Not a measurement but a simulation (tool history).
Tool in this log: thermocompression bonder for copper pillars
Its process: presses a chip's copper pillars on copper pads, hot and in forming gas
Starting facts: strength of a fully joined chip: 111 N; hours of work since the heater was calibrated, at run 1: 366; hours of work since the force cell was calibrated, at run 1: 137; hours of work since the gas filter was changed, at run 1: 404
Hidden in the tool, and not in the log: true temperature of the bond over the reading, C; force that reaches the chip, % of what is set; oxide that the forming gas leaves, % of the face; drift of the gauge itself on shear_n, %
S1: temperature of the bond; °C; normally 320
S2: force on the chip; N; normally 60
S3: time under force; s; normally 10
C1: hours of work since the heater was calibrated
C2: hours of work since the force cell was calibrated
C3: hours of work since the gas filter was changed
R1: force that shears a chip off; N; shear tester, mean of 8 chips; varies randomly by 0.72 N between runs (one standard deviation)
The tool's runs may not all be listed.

run,hour,S1,S2,S3,C1,C2,C3,R1
1,0,320,60,10,366,137,404,51
2,16.7,320,60,22,378,149,417,66.5
3,32.4,320,49,10,390,161,428,41.7
4,41.4,320,49,10,396,167,435,41.6
5,51.6,320,49,10,404,175,442,40.3
6,66.9,320,49,10,415,186,453,41.5
# hour 75.9: forming gas filter changed
7,80.5,320,60,10,425,195,3,51.3
8,89.1,320,60,10,431,202,10,51.2
9,107.2,320,60,7,444,215,23,46.1

What will run 10 give?
10,125.6,320,60,7,458,228,36,?

Run 10 yielded R1 44.8 N.
Were there no unlogged condition in the tool, this run, its random variation unchanged, would have produced R1 45 N.
